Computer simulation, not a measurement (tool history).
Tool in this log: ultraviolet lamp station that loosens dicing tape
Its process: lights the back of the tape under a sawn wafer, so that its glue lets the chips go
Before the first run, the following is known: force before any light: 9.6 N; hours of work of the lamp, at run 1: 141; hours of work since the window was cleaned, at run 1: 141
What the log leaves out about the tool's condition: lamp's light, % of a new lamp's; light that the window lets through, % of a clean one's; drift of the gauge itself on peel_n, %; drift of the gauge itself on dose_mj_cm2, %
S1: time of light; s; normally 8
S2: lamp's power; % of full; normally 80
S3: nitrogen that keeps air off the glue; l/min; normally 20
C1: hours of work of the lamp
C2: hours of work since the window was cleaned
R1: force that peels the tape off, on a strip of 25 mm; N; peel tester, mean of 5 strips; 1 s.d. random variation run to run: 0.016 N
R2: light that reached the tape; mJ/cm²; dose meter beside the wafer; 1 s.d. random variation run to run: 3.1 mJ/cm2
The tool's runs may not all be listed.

{"run": 1, "hour": 0.0, "S1": 8, "S2": 80, "S3": 20, "C1": 141, "C2": 141, "R1": 1.005, "R2": 402}
{"run": 2, "hour": 16.1, "S1": 8, "S2": 80, "S3": 20, "C1": 148, "C2": 148, "R1": 1.011, "R2": 400}
{"run": 3, "hour": 53.0, "S1": 8, "S2": 80, "S3": 20, "C1": 164, "C2": 164, "R1": 1.034, "R2": 395}
{"run": 4, "hour": 85.9, "S1": 8, "S2": 73, "S3": 20, "C1": 178, "C2": 178, "R1": 1.266, "R2": 362}
{"run": 5, "hour": 123.8, "S1": 8, "S2": 73, "S3": 20, "C1": 195, "C2": 195, "R1": 1.311, "R2": 350}
{"run": 6, "hour": 161.4, "S1": 8, "S2": 80, "S3": 20, "C1": 211, "C2": 211, "R1": 1.122, "R2": 387}
{"run": 7, "hour": 193.2, "S1": 8, "S2": 80, "S3": 20, "C1": 225, "C2": 225, "R1": 1.147, "R2": 378}
{"run": 8, "hour": 231.6, "S1": 8, "S2": 80, "S3": 20, "C1": 241, "C2": 241, "R1": 1.162, "R2": 369}
{"run": 9, "hour": 258.1, "S1": 8, "S2": 80, "S3": 20, "C1": 253, "C2": 253, "R1": 1.241, "R2": 368}
{"run": 10, "hour": 276.0, "S1": 8, "S2": 80, "S3": 6, "C1": 260, "C2": 260, "R1": 2.504, "R2": 368}
{"run": 11, "hour": 293.5, "S1": 10, "S2": 85, "S3": 17, "C1": 268, "C2": 268, "R1": 0.735, "R2": 487}
{"run": 12, "hour": 323.3, "S1": 6, "S2": 80, "S3": 20, "C1": 281, "C2": 281, "R1": 2.079, "R2": 273}
{"run": 13, "hour": 350.0, "S1": 6, "S2": 80, "S3": 20, "C1": 292, "C2": 292, "R1": 2.098, "R2": 273}
{"run": 14, "hour": 388.3, "S1": 6, "S2": 80, "S3": 20, "C1": 309, "C2": 309, "R1": 2.111, "R2": 263}
{"run": 15, "hour": 408.2, "S1": 6, "S2": 80, "S3": 20, "C1": 317, "C2": 317, "R1": 2.107, "R2": 259}
{"run": 16, "hour": 438.4, "S1": 10, "S2": 80, "S3": 24, "C1": 331, "C2": 331, "R1": 0.779, "R2": 430}
{"run": 17, "hour": 472.9, "S1": 10, "S2": 80, "S3": 29, "C1": 345, "C2": 345, "R1": 0.685, "R2": 430}
{"run": 18, "hour": 503.9, "S1": 10, "S2": 80, "S3": 29, "C1": 359, "C2": 359, "R1": 0.689, "R2": 423}

The next listed run, before its measurement:
{"run": 19, "hour": 541.7, "S1": 10, "S2": 80, "S3": 29, "C1": 375, "C2": 375, "R1": "?", "R2": "?"}

{"run 19": {"R1": 0.722, "R2": 417}}
Minus the tool's unlogged condition, the same run would have read R1 0.329 N, R2 580 mJ/cm².

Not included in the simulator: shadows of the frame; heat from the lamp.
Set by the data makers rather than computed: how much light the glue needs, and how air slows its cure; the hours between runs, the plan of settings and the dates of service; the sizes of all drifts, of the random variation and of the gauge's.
